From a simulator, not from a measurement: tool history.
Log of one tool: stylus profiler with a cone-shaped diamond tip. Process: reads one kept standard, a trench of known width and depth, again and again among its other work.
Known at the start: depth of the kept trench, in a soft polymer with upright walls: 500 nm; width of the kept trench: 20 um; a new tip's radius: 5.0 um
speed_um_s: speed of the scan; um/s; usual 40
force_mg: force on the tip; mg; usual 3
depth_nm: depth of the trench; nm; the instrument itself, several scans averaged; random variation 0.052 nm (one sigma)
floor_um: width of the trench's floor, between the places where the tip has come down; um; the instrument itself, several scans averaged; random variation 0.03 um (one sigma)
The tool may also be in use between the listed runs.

{"run": 1, "hour": 0.0, "speed_um_s": 40, "force_mg": 3, "depth_nm": 508.88, "floor_um": 15.37}
{"run": 2, "hour": 34.9, "speed_um_s": 40, "force_mg": 3, "depth_nm": 508.87, "floor_um": 15.44}
{"run": 3, "hour": 67.2, "speed_um_s": 40, "force_mg": 3, "depth_nm": 508.89, "floor_um": 15.43}
{"run": 4, "hour": 97.1, "speed_um_s": 40, "force_mg": 3, "depth_nm": 508.92, "floor_um": 15.46}
{"run": 5, "hour": 128.6, "speed_um_s": 40, "force_mg": 3, "depth_nm": 508.9, "floor_um": 15.43}
{"run": 6, "hour": 166.1, "speed_um_s": 40, "force_mg": 3, "depth_nm": 508.9, "floor_um": 15.35}
{"run": 7, "hour": 199.1, "speed_um_s": 40, "force_mg": 3, "depth_nm": 508.92, "floor_um": 15.4}
{"run": 8, "hour": 231.0, "speed_um_s": 40, "force_mg": 3, "depth_nm": 508.83, "floor_um": 15.42}
{"run": 9, "hour": 261.2, "speed_um_s": 40, "force_mg": 3, "depth_nm": 508.98, "floor_um": 15.44}
{"run": 10, "hour": 295.5, "speed_um_s": 40, "force_mg": 4.92, "depth_nm": 512.39, "floor_um": 15.5}
{"run": 11, "hour": 327.9, "speed_um_s": 18, "force_mg": 1.97, "depth_nm": 506.73, "floor_um": 15.53}
{"run": 12, "hour": 350.1, "speed_um_s": 26, "force_mg": 8.4, "depth_nm": 517.78, "floor_um": 15.56}
{"run": 13, "hour": 386.5, "speed_um_s": 102, "force_mg": 3.03, "depth_nm": 508.97, "floor_um": 15.13}
{"run": 14, "hour": 422.3, "speed_um_s": 19, "force_mg": 4.55, "depth_nm": 511.84, "floor_um": 15.58}
{"run": 15, "hour": 453.0, "speed_um_s": 19, "force_mg": 4.55, "depth_nm": 511.88, "floor_um": 15.53}

4 ways to go on from here, each from the tool as it stands after run 15. What would each give?
{"run": "A", "hour": 478.3, "speed_um_s": 38, "force_mg": 3.18, "depth_nm": "?", "floor_um": "?"}
{"run": "B", "hour": 478.3, "speed_um_s": 25, "force_mg": 7.57, "depth_nm": "?", "floor_um": "?"}
{"run": "C", "hour": 478.3, "speed_um_s": 140, "force_mg": 4.55, "depth_nm": "?", "floor_um": "?"}
{"run": "D", "hour": 478.3, "speed_um_s": 25, "force_mg": 3, "depth_nm": "?", "floor_um": "?"}

run=A depth_nm=509.34 floor_um=15.42
run=B depth_nm=516.6 floor_um=15.62
run=C depth_nm=511.95 floor_um=15.03
run=D depth_nm=508.9 floor_um=15.54
Without the tool's hidden state the same runs would have given:
run=A depth_nm=509.34 floor_um=15.43
run=B depth_nm=516.6 floor_um=15.62
run=C depth_nm=511.94 floor_um=15.04
run=D depth_nm=508.89 floor_um=15.55
